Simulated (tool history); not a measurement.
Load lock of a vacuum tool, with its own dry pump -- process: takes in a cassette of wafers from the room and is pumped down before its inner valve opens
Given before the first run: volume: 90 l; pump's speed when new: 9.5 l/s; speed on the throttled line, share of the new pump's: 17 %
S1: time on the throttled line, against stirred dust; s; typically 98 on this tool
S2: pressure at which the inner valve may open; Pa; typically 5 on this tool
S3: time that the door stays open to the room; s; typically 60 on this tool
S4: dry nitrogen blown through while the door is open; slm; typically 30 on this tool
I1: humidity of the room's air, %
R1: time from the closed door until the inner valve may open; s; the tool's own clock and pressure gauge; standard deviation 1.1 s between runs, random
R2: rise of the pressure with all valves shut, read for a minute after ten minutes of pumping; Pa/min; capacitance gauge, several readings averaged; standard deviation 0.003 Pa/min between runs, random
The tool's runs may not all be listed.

run 1 hour=0 | S1=98 S2=5 S3=60 S4=30 | I1=42.9 | R1=184 R2=0.03
run 2 hour=87.3 | S1=98 S2=5 S3=60 S4=30 | I1=46.5 | R1=182.8 R2=0.032
run 3 hour=136.5 | S1=98 S2=5 S3=60 S4=14 | I1=45.6 | R1=183.1 R2=0.037
run 4 hour=194.3 | S1=98 S2=6 S3=60 S4=30 | I1=43.7 | R1=184.5 R2=0.036
run 5 hour=234.8 | S1=98 S2=6 S3=60 S4=30 | I1=42 | R1=181 R2=0.033
run 6 hour=277.7 | S1=98 S2=6 S3=60 S4=30 | I1=47.3 | R1=181.5 R2=0.036
run 7 hour=368 | S1=98 S2=6 S3=60 S4=30 | I1=43.1 | R1=180.3 R2=0.033
run 8 hour=456.6 | S1=98 S2=6 S3=60 S4=30 | I1=46.1 | R1=182 R2=0.041
run 9 hour=551.7 | S1=98 S2=6 S3=60 S4=30 | I1=45.7 | R1=180.8 R2=0.032
run 10 hour=600.9 | S1=98 S2=5 S3=183 S4=30 | I1=42.4 | R1=183.1 R2=0.046
run 11 hour=693.1 | S1=98 S2=5 S3=60 S4=27 | I1=42.9 | R1=185.3 R2=0.038
run 12 hour=748.4 | S1=98 S2=5 S3=60 S4=27 | I1=46.5 | R1=185.2 R2=0.034
run 13 hour=825.5 | S1=98 S2=5 S3=60 S4=5 | I1=45 | R1=184.5 R2=0.051
run 14 hour=892.4 | S1=98 S2=5 S3=60 S4=5 | I1=42.9 | R1=184.9 R2=0.059
run 15 hour=985.7 | S1=98 S2=5 S3=60 S4=5 | I1=44.4 | R1=184 R2=0.058
run 16 hour=1060.8 | S1=181 S2=8 S3=102 S4=30 | I1=42.7 | R1=246.1 R2=0.049
run 17 hour=1132.3 | S1=98 S2=7 S3=157 S4=30 | I1=44.7 | R1=180.8 R2=0.05
run 18 hour=1179.6 | S1=98 S2=7 S3=157 S4=6 | I1=44.3 | R1=179.8 R2=0.071
run 19 hour=1260.5 | S1=98 S2=7 S3=157 S4=6 | I1=45.4 | R1=182.2 R2=0.075
run 20 hour=1300 | S1=60 S2=7 S3=157 S4=11 | I1=48 | R1=150.1 R2=0.073
run 21 hour=1340.1 | S1=61 S2=7 S3=103 S4=4 | I1=46.9 | R1=150.2 R2=0.079
run 22 hour=1410.4 | S1=117 S2=8 S3=37 S4=4 | I1=50.1 | R1=194.4 R2=0.059
run 23 hour=1453.3 | S1=98 S2=6 S3=33 S4=38 | I1=47.8 | R1=182.5 R2=0.05
run 24 hour=1546.4 | S1=98 S2=6 S3=33 S4=38 | I1=43.3 | R1=181.1 R2=0.041
run 25 hour=1631.4 | S1=139 S2=8 S3=87 S4=5 | I1=51.2 | R1=213.3 R2=0.075
run 26 hour=1705.1 | S1=98 S2=6 S3=60 S4=30 | I1=42.9 | R1=184.4 R2=0.05
run 27 hour=1751 | S1=51 S2=6 S3=60 S4=30 | I1=45.6 | R1=144.4 R2=0.049
-- hour=1770.8 dry pump taken out, an overhauled one fitted
run 28 hour=1844.9 | S1=51 S2=6 S3=60 S4=30 | I1=46.6 | R1=135.2 R2=0.052

Some steps in R1, run to run, broken into two amounts with sign: the step expected even without the hidden condition (settings, incoming material, random variation), and the rest, left for the hidden condition together with whatever gauge scatter is not in both the measured and the hidden-condition-free result:
Unlogged tool condition in this case: pump's speed, % of a new pump's; leak at the door's seal, Pa l/s; drift of the gauge itself on ready_s, %; drift of the gauge itself on rise_pa_min, %.
Run 15 -> 16: S1 98 -> 181, S2 5 -> 8, S3 60 -> 102, S4 5 -> 30. R1 +62.1 s: hidden state -2.2, all else +64.3.
Run 16 -> 17: S1 181 -> 98, S2 8 -> 7, S3 102 -> 157. R1 -65.3 s: hidden state +1.8, all else -67.1.
Run 27 -> 28: dry pump taken out, an overhauled one fitted. R1 -9.2 s: hidden state -9.6, all else +0.4.
